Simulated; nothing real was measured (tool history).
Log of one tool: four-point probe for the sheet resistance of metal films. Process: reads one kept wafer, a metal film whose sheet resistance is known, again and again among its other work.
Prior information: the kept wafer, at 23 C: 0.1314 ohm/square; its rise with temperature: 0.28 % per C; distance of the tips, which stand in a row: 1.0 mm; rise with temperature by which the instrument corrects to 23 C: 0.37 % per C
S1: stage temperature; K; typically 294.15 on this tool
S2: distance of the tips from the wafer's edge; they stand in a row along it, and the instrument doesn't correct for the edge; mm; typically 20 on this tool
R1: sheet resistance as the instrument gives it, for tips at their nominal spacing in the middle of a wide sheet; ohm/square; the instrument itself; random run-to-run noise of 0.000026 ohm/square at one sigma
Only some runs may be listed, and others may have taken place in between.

{"run": 1, "hour": 0.0, "S1": 294.15, "S2": 20, "R1": 0.132526}
{"run": 2, "hour": 66.0, "S1": 294.15, "S2": 20, "R1": 0.132484}
{"run": 3, "hour": 116.9, "S1": 294.15, "S2": 20, "R1": 0.132507}
{"run": 4, "hour": 160.2, "S1": 294.15, "S2": 20, "R1": 0.132569}
{"run": 5, "hour": 253.4, "S1": 294.15, "S2": 20, "R1": 0.13256}
{"run": 6, "hour": 336.5, "S1": 294.15, "S2": 31, "R1": 0.132499}
{"run": 7, "hour": 426.4, "S1": 294.15, "S2": 20, "R1": 0.13255}
{"run": 8, "hour": 503.6, "S1": 298.15, "S2": 20, "R1": 0.1321}
{"run": 9, "hour": 588.3, "S1": 294.15, "S2": 20, "R1": 0.132569}
{"run": 10, "hour": 666.5, "S1": 294.15, "S2": 20, "R1": 0.132618}
{"run": 11, "hour": 726.6, "S1": 294.15, "S2": 20, "R1": 0.132578}
{"run": 12, "hour": 768.4, "S1": 294.15, "S2": 20, "R1": 0.132638}
{"run": 13, "hour": 859.3, "S1": 294.15, "S2": 51, "R1": 0.13244}
{"run": 14, "hour": 940.7, "S1": 294.15, "S2": 51, "R1": 0.13247}
{"run": 15, "hour": 1000.9, "S1": 294.15, "S2": 51, "R1": 0.132461}
{"run": 16, "hour": 1061.1, "S1": 294.15, "S2": 5, "R1": 0.135276}
{"run": 17, "hour": 1151.0, "S1": 294.15, "S2": 5, "R1": 0.135259}
{"run": 18, "hour": 1212.7, "S1": 294.15, "S2": 20, "R1": 0.13262}
{"run": 19, "hour": 1305.7, "S1": 294.15, "S2": 20, "R1": 0.132678}
{"run": 20, "hour": 1369.7, "S1": 294.15, "S2": 20, "R1": 0.132674}
{"run": 21, "hour": 1422.1, "S1": 305.15, "S2": 20, "R1": 0.131424}
{"run": 22, "hour": 1485.2, "S1": 305.15, "S2": 20, "R1": 0.131384}
{"run": 23, "hour": 1545.8, "S1": 293.15, "S2": 20, "R1": 0.132728}
{"run": 24, "hour": 1630.2, "S1": 298.15, "S2": 5, "R1": 0.134811}
{"run": 25, "hour": 1704.6, "S1": 301.15, "S2": 5, "R1": 0.1345}
{"run": 26, "hour": 1776.5, "S1": 300.15, "S2": 6, "R1": 0.133724}
{"run": 27, "hour": 1866.7, "S1": 291.15, "S2": 6, "R1": 0.134846}
{"run": 28, "hour": 1910.8, "S1": 304.15, "S2": 32, "R1": 0.13145}
{"run": 29, "hour": 1950.7, "S1": 291.15, "S2": 8, "R1": 0.133998}
{"run": 30, "hour": 2034.9, "S1": 291.15, "S2": 8, "R1": 0.13406}
{"run": 31, "hour": 2077.0, "S1": 291.15, "S2": 8, "R1": 0.133967}
{"run": 32, "hour": 2159.0, "S1": 303.15, "S2": 20, "R1": 0.131734}
{"run": 33, "hour": 2228.5, "S1": 303.15, "S2": 20, "R1": 0.13172}
{"run": 34, "hour": 2283.7, "S1": 303.15, "S2": 20, "R1": 0.131697}
{"run": 35, "hour": 2356.3, "S1": 303.15, "S2": 20, "R1": 0.131717}
{"run": 36, "hour": 2397.3, "S1": 303.15, "S2": 20, "R1": 0.131762}
{"run": 37, "hour": 2484.0, "S1": 303.15, "S2": 20, "R1": 0.131696}
{"run": 38, "hour": 2552.2, "S1": 299.15, "S2": 16, "R1": 0.132309}
{"run": 39, "hour": 2602.4, "S1": 305.15, "S2": 20, "R1": 0.131514}
{"run": 40, "hour": 2649.8, "S1": 300.15, "S2": 35, "R1": 0.13197}
{"run": 41, "hour": 2695.2, "S1": 307.15, "S2": 20, "R1": 0.131293}
{"run": 42, "hour": 2777.9, "S1": 302.15, "S2": 14, "R1": 0.132036}
{"run": 43, "hour": 2848.3, "S1": 299.15, "S2": 9, "R1": 0.132945}
{"run": 44, "hour": 2910.5, "S1": 296.15, "S2": 20, "R1": 0.132489}
{"run": 45, "hour": 2982.4, "S1": 294.15, "S2": 18, "R1": 0.13289}

Pick out some run-to-run changes in R1. Of each, how much would a tool without hidden state show as well, from the settings, what came in and chance, and how much is left for the hidden state and any gauge scatter not in both results compared?
The tool's hidden condition here consists of: inner tips' distance over the nominal, %; tips' flats over new ones', %; wafer's true temperature over the reading, C; drift of the gauge itself on sheet_ohm, %.
Run 15 -> 16: S2 51 -> 5. R1 +0.002815 ohm/square: hidden state +0.000021, all else +0.002794.
Run 17 -> 18: S2 5 -> 20. R1 -0.002639 ohm/square: hidden state -0.00001, all else -0.002629.
Run 23 -> 24: S1 293.15 -> 298.15, S2 20 -> 5. R1 +0.002083 ohm/square: hidden state +0.000022, all else +0.002061.
Run 27 -> 28: S1 291.15 -> 304.15, S2 6 -> 32. R1 -0.003396 ohm/square: hidden state -0.000012, all else -0.003384.
Run 28 -> 29: S1 304.15 -> 291.15, S2 32 -> 8. R1 +0.002548 ohm/square: hidden state +0.000015, all else +0.002533.

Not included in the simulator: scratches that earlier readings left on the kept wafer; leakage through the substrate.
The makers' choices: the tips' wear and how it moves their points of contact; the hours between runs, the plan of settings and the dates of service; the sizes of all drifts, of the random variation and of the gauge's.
